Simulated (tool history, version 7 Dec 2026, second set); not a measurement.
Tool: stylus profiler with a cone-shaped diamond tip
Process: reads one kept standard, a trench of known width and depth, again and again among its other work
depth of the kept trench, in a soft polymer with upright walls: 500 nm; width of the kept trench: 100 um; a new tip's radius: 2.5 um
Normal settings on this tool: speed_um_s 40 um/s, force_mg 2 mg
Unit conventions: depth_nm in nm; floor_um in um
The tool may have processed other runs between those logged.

run 1 hour=0 | speed_um_s=40 force_mg=2 | depth_nm=502.7 floor_um=96.85
run 2 hour=35.1 | speed_um_s=40 force_mg=2 | depth_nm=502.82 floor_um=96.93
run 3 hour=54.1 | speed_um_s=40 force_mg=2 | depth_nm=502.59 floor_um=96.94
run 4 hour=90.9 | speed_um_s=144 force_mg=2 | depth_nm=502.63 floor_um=96.64
run 5 hour=119.8 | speed_um_s=40 force_mg=4.54 | depth_nm=504.98 floor_um=96.91
run 6 hour=157.2 | speed_um_s=40 force_mg=4.54 | depth_nm=504.95 floor_um=96.88
run 7 hour=196.1 | speed_um_s=40 force_mg=3.46 | depth_nm=503.98 floor_um=96.93
run 8 hour=236.4 | speed_um_s=40 force_mg=3.46 | depth_nm=504.03 floor_um=96.95
run 9 hour=267.2 | speed_um_s=68 force_mg=3.46 | depth_nm=504.03 floor_um=96.86
run 10 hour=289.2 | speed_um_s=68 force_mg=3.46 | depth_nm=504.28 floor_um=96.81
run 11 hour=330.3 | speed_um_s=68 force_mg=3.46 | depth_nm=504.08 floor_um=96.79
run 12 hour=363.2 | speed_um_s=68 force_mg=5.67 | depth_nm=505.68 floor_um=96.9
run 13 hour=390.9 | speed_um_s=68 force_mg=5.67 | depth_nm=506.02 floor_um=96.87
run 14 hour=421.4 | speed_um_s=28 force_mg=2 | depth_nm=502.72 floor_um=96.92
run 15 hour=440 | speed_um_s=31 force_mg=2 | depth_nm=502.57 floor_um=96.96
run 16 hour=465.9 | speed_um_s=31 force_mg=2 | depth_nm=502.76 floor_um=96.96
run 17 hour=494.9 | speed_um_s=31 force_mg=2 | depth_nm=502.85 floor_um=96.89
run 18 hour=511.9 | speed_um_s=31 force_mg=2 | depth_nm=502.78 floor_um=96.85
run 19 hour=545.6 | speed_um_s=31 force_mg=2 | depth_nm=502.91 floor_um=96.92
run 20 hour=563.8 | speed_um_s=115 force_mg=2 | depth_nm=502.83 floor_um=96.7
run 21 hour=605.6 | speed_um_s=26 force_mg=1.74 | depth_nm=502.4 floor_um=96.96
run 22 hour=626.4 | speed_um_s=26 force_mg=1.74 | depth_nm=502.41 floor_um=97.01
run 23 hour=659.6 | speed_um_s=26 force_mg=1.74 | depth_nm=502.62 floor_um=96.96
run 24 hour=682.5 | speed_um_s=18 force_mg=0.87 | depth_nm=501.53 floor_um=96.92
run 25 hour=705 | speed_um_s=142 force_mg=2 | depth_nm=502.6 floor_um=96.64
run 26 hour=722.2 | speed_um_s=142 force_mg=2 | depth_nm=502.86 floor_um=96.64
run 27 hour=759.5 | speed_um_s=25 force_mg=2 | depth_nm=502.71 floor_um=96.98
run 28 hour=776.7 | speed_um_s=25 force_mg=2 | depth_nm=502.68 floor_um=96.89
run 29 hour=818.1 | speed_um_s=25 force_mg=2 | depth_nm=502.72 floor_um=96.96
run 30 hour=838 | speed_um_s=23 force_mg=3.4 | depth_nm=503.95 floor_um=96.96
run 31 hour=873.7 | speed_um_s=23 force_mg=3.4 | depth_nm=503.72 floor_um=96.97
run 32 hour=897.3 | speed_um_s=29 force_mg=2.27 | depth_nm=503.02 floor_um=96.94
run 33 hour=936.3 | speed_um_s=29 force_mg=2.27 | depth_nm=503.12 floor_um=96.93
run 34 hour=977.7 | speed_um_s=29 force_mg=2.27 | depth_nm=503.3 floor_um=96.96
run 35 hour=1015.9 | speed_um_s=29 force_mg=2.27 | depth_nm=502.96 floor_um=96.9
run 36 hour=1050.7 | speed_um_s=53 force_mg=0.8 | depth_nm=501.32 floor_um=96.78
run 37 hour=1088.1 | speed_um_s=53 force_mg=0.8 | depth_nm=501.28 floor_um=96.8
run 38 hour=1127.2 | speed_um_s=53 force_mg=0.8 | depth_nm=501.39 floor_um=96.77
run 39 hour=1147.1 | speed_um_s=53 force_mg=0.8 | depth_nm=501.5 floor_um=96.8

Consider 3 possible next runs. They are alternatives, not a sequence: every one starts from the tool as it was left by run 39. What does each give?
run A hour=1171.1 | speed_um_s=17 force_mg=0.97 | depth_nm=? floor_um=?
run B hour=1171.1 | speed_um_s=11 force_mg=3.05 | depth_nm=? floor_um=?
run C hour=1171.1 | speed_um_s=53 force_mg=4.08 | depth_nm=? floor_um=?

run=A depth_nm=501.8 floor_um=96.93
run=B depth_nm=503.94 floor_um=96.95
run=C depth_nm=504.58 floor_um=96.88
Take away the tool's hidden state, keep each run's random variation, and the runs would have read:
run=A depth_nm=501.79 floor_um=96.93
run=B depth_nm=503.93 floor_um=96.95
run=C depth_nm=504.57 floor_um=96.88
